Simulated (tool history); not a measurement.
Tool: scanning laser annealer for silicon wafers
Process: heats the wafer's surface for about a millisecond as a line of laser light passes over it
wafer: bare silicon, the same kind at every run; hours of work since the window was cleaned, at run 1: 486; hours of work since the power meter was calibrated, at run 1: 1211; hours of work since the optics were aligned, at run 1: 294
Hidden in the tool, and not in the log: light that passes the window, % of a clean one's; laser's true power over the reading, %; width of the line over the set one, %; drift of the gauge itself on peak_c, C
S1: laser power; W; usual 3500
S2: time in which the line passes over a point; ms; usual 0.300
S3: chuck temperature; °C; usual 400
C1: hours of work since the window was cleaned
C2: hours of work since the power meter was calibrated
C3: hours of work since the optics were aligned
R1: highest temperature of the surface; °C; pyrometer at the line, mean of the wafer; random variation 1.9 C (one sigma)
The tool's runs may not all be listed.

| run | day | S1 | S2 | S3 | C1 | C2 | C3 | R1 |
|---|---|---|---|---|---|---|---|---|
| 1 | 0.000 | 3500 | 0.300 | 400 | 486 | 1211 | 294 | 1180 |
| 2 | 2.879 | 3500 | 0.300 | 400 | 519 | 1244 | 327 | 1180 |
| 3 | 4.971 | 3500 | 0.300 | 363 | 542 | 1268 | 350 | 1144 |
| 4 | 8.171 | 3757 | 0.300 | 400 | 578 | 1304 | 387 | 1234 |
| 5 | 11.712 | 3757 | 0.300 | 418 | 619 | 1344 | 427 | 1250 |
| 6 | 13.471 | 3757 | 0.300 | 418 | 638 | 1364 | 446 | 1249 |
| 7 | 16.288 | 3500 | 0.300 | 400 | 670 | 1396 | 478 | 1174 |
| 8 | 19.004 | 3500 | 0.300 | 433 | 701 | 1426 | 509 | 1203 |
| 9 | 21.371 | 3500 | 0.300 | 433 | 728 | 1453 | 536 | 1203 |
| 10 | 22.912 | 3500 | 0.300 | 433 | 745 | 1471 | 553 | 1204 |
| 11 | 25.829 | 3062 | 0.300 | 400 | 778 | 1504 | 586 | 1076 |
| 12 | 28.825 | 3500 | 0.300 | 400 | 812 | 1537 | 620 | 1167 |
|  | 29.192 | window over the wafer cleaned |
| 13 | 30.371 | 3500 | 0.300 | 400 | 13 | 1554 | 637 | 1195 |
| 14 | 33.154 | 3500 | 0.300 | 400 | 45 | 1585 | 668 | 1197 |
| 15 | 36.512 | 3500 | 0.300 | 400 | 83 | 1623 | 706 | 1192 |
| 16 | 39.375 | 3500 | 0.300 | 400 | 115 | 1656 | 739 | 1192 |
| 17 | 42.800 | 3500 | 0.300 | 400 | 154 | 1695 | 777 | 1191 |
| 18 | 45.567 | 3500 | 0.300 | 400 | 185 | 1726 | 809 | 1188 |
| 19 | 47.983 | 3500 | 0.300 | 400 | 213 | 1753 | 836 | 1186 |
|  | 49.475 | optics aligned, line set to its width |
| 20 | 50.792 | 3120 | 0.289 | 400 | 242 | 1783 | 15 | 1105 |
| 21 | 52.767 | 3437 | 0.289 | 362 | 264 | 1805 | 37 | 1138 |
| 22 | 55.446 | 3500 | 0.237 | 400 | 295 | 1835 | 68 | 1121 |
| 23 | 57.992 | 3246 | 0.297 | 369 | 323 | 1864 | 96 | 1106 |
| 24 | 60.000 | 3246 | 0.297 | 369 | 346 | 1887 | 119 | 1104 |
| 25 | 62.225 | 3828 | 0.240 | 369 | 371 | 1912 | 144 | 1158 |
| 26 | 64.442 | 3500 | 0.347 | 370 | 396 | 1937 | 169 | 1218 |
| 27 | 66.000 | 3500 | 0.347 | 370 | 414 | 1955 | 187 | 1216 |
| 28 | 67.583 | 3604 | 0.217 | 436 | 432 | 1973 | 205 | 1146 |
| 29 | 69.571 | 3604 | 0.217 | 436 | 454 | 1995 | 227 | 1144 |
| 30 | 71.017 | 3223 | 0.373 | 400 | 471 | 2011 | 244 | 1202 |
| 31 | 73.562 | 3223 | 0.333 | 372 | 500 | 2040 | 273 | 1133 |
| 32 | 75.388 | 3700 | 0.300 | 371 | 520 | 2061 | 293 | 1204 |
| 33 | 78.283 | 3512 | 0.365 | 419 | 553 | 2094 | 326 | 1278 |
| 34 | 81.654 | 3117 | 0.259 | 400 | 591 | 2132 | 364 | 1057 |
| 35 | 85.054 | 3605 | 0.300 | 383 | 630 | 2170 | 403 | 1192 |
| 36 | 88.546 | 3047 | 0.317 | 421 | 669 | 2210 | 442 | 1121 |
| 37 | 91.638 | 3047 | 0.317 | 421 | 704 | 2245 | 477 | 1120 |

Hidden state at the last listed run before each entry between runs and at the first one after, where it differs:
Between runs 12 and 13: window over the wafer cleaned (day 29.192)
  light that passes the window, % of a clean one's: 95.83 -> 99.81; laser's true power over the reading, %: 1.7 -> 1.72; width of the line over the set one, %: 2.8 -> 2.86
  measured less the result without the state, R1: -32 -> -1 °C
Between runs 19 and 20: optics aligned, line set to its width (day 49.475)
  light that passes the window, % of a clean one's: 98.79 -> 98.64; laser's true power over the reading, %: 1.93 -> 1.96; width of the line over the set one, %: 3.63 -> 0.14
  measured less the result without the state, R1: -10 -> +3 °C
